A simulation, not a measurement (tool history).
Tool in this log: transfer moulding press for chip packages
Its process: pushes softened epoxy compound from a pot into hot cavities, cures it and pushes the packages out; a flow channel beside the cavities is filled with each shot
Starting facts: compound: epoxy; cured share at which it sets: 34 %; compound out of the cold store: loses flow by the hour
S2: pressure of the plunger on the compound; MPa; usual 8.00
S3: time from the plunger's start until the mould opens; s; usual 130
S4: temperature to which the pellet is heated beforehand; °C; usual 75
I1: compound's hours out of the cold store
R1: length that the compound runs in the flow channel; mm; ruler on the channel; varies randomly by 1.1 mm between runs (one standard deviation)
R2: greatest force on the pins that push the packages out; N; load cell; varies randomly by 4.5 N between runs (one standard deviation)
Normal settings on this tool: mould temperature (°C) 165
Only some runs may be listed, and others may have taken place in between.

{"run": 1, "hour": 0.0, "mould temperature (°C)": 165, "S2": 8.0, "S3": 130, "S4": 75, "I1": 24.2, "R1": 606, "R2": 239}
{"run": 2, "hour": 4.2, "mould temperature (°C)": 165, "S2": 8.0, "S3": 130, "S4": 75, "I1": 15.9, "R1": 639, "R2": 248}
{"run": 3, "hour": 12.6, "mould temperature (°C)": 165, "S2": 8.0, "S3": 130, "S4": 75, "I1": 40.9, "R1": 546, "R2": 253}
{"run": 4, "hour": 21.5, "mould temperature (°C)": 165, "S2": 8.0, "S3": 130, "S4": 75, "I1": 33.9, "R1": 570, "R2": 264}
{"run": 5, "hour": 29.6, "mould temperature (°C)": 165, "S2": 8.0, "S3": 130, "S4": 75, "I1": 45.8, "R1": 529, "R2": 271}
{"run": 6, "hour": 38.5, "mould temperature (°C)": 165, "S2": 8.0, "S3": 130, "S4": 75, "I1": 37.1, "R1": 558, "R2": 281}
{"run": 7, "hour": 44.4, "mould temperature (°C)": 165, "S2": 8.0, "S3": 130, "S4": 75, "I1": 28.4, "R1": 589, "R2": 280}
{"run": 8, "hour": 50.5, "mould temperature (°C)": 165, "S2": 8.0, "S3": 130, "S4": 75, "I1": 15.1, "R1": 641, "R2": 300}
{"run": 9, "hour": 54.9, "mould temperature (°C)": 165, "S2": 8.0, "S3": 130, "S4": 75, "I1": 16.3, "R1": 636, "R2": 290}
{"hour": 63.4, "done": "cavities cleaned with cleaning compound and waxed"}
{"run": 10, "hour": 65.1, "mould temperature (°C)": 165, "S2": 8.0, "S3": 130, "S4": 75, "I1": 19.4, "R1": 621, "R2": 331}
{"run": 11, "hour": 69.2, "mould temperature (°C)": 165, "S2": 8.0, "S3": 130, "S4": 75, "I1": 45.3, "R1": 529, "R2": 322}
{"run": 12, "hour": 75.9, "mould temperature (°C)": 165, "S2": 8.0, "S3": 130, "S4": 75, "I1": 45.0, "R1": 531, "R2": 335}
{"hour": 82.0, "done": "cavities cleaned with cleaning compound and waxed, once more"}
{"run": 13, "hour": 82.0, "mould temperature (°C)": 165, "S2": 8.0, "S3": 130, "S4": 75, "I1": 8.5, "R1": 665, "R2": 194}
{"run": 14, "hour": 89.1, "mould temperature (°C)": 165, "S2": 8.0, "S3": 130, "S4": 75, "I1": 28.9, "R1": 585, "R2": 206}
{"run": 15, "hour": 95.9, "mould temperature (°C)": 165, "S2": 8.0, "S3": 164, "S4": 75, "I1": 16.4, "R1": 631, "R2": 214}
{"run": 16, "hour": 102.9, "mould temperature (°C)": 165, "S2": 8.0, "S3": 164, "S4": 75, "I1": 19.0, "R1": 621, "R2": 216}
{"run": 17, "hour": 109.3, "mould temperature (°C)": 172, "S2": 8.0, "S3": 164, "S4": 75, "I1": 22.7, "R1": 578, "R2": 228}
{"run": 18, "hour": 117.7, "mould temperature (°C)": 165, "S2": 7.88, "S3": 154, "S4": 78, "I1": 45.3, "R1": 522, "R2": 237}
{"run": 19, "hour": 125.4, "mould temperature (°C)": 165, "S2": 7.88, "S3": 154, "S4": 78, "I1": 27.0, "R1": 584, "R2": 246}
{"hour": 128.1, "done": "mould's thermocouples calibrated"}
{"run": 20, "hour": 134.9, "mould temperature (°C)": 165, "S2": 7.88, "S3": 154, "S4": 78, "I1": 28.3, "R1": 580, "R2": 261}
{"run": 21, "hour": 143.7, "mould temperature (°C)": 165, "S2": 9.26, "S3": 124, "S4": 75, "I1": 44.6, "R1": 568, "R2": 276}
{"run": 22, "hour": 150.0, "mould temperature (°C)": 165, "S2": 9.26, "S3": 147, "S4": 75, "I1": 22.0, "R1": 651, "R2": 269}
{"run": 23, "hour": 156.2, "mould temperature (°C)": 161, "S2": 9.26, "S3": 167, "S4": 80, "I1": 16.6, "R1": 694, "R2": 273}
{"run": 24, "hour": 161.1, "mould temperature (°C)": 165, "S2": 8.0, "S3": 141, "S4": 83, "I1": 18.4, "R1": 618, "R2": 290}
{"run": 25, "hour": 165.0, "mould temperature (°C)": 173, "S2": 9.13, "S3": 141, "S4": 79, "I1": 23.0, "R1": 611, "R2": 282}
{"hour": 174.1, "done": "cavities cleaned with cleaning compound and waxed"}
{"run": 26, "hour": 175.4, "mould temperature (°C)": 173, "S2": 9.51, "S3": 141, "S4": 79, "I1": 45.3, "R1": 545, "R2": 187}
{"run": 27, "hour": 181.4, "mould temperature (°C)": 172, "S2": 8.59, "S3": 167, "S4": 75, "I1": 46.0, "R1": 518, "R2": 201}
{"run": 28, "hour": 187.1, "mould temperature (°C)": 172, "S2": 8.59, "S3": 167, "S4": 75, "I1": 36.0, "R1": 552, "R2": 206}
{"run": 29, "hour": 196.4, "mould temperature (°C)": 158, "S2": 8.0, "S3": 130, "S4": 75, "I1": 37.4, "R1": 577, "R2": 309}
{"hour": 207.9, "done": "plunger's sealing rings changed"}
{"run": 30, "hour": 208.1, "mould temperature (°C)": 173, "S2": 6.67, "S3": 166, "S4": 77, "I1": 10.9, "R1": 588, "R2": 222}

Pick out some run-to-run changes in R1. Of each, how much would a tool without hidden state show as well, from the settings, what came in and chance, and how much is left for the hidden state and any gauge scatter not in both results compared?
Hidden state at play: true mould temperature over the reading, C; pressure that reaches the compound, % of what is set; grip of the stained cavities, % over clean ones'; drift of the gauge itself on flow_mm, %; drift of the gauge itself on push_out_n, %.
Run 2 -> 3: settings left as they were, no log entry in between. R1 -93 mm: hidden state +3, all else -96.
Run 10 -> 11: settings left as they were, no log entry in between. R1 -92 mm: hidden state +3, all else -95.
Run 12 -> 13: cavities cleaned with cleaning compound and waxed, once more. R1 +134 mm: hidden state -6, all else +140.
Run 18 -> 19: settings left as they were, no log entry in between. R1 +62 mm: hidden state -4, all else +66.
Run 29 -> 30: mould temperature (°C) 158 -> 173, S2 8.00 -> 6.67, S3 130 -> 166, S4 75 -> 77, plunger's sealing rings changed. R1 +11 mm: hidden state +28, all else -17.
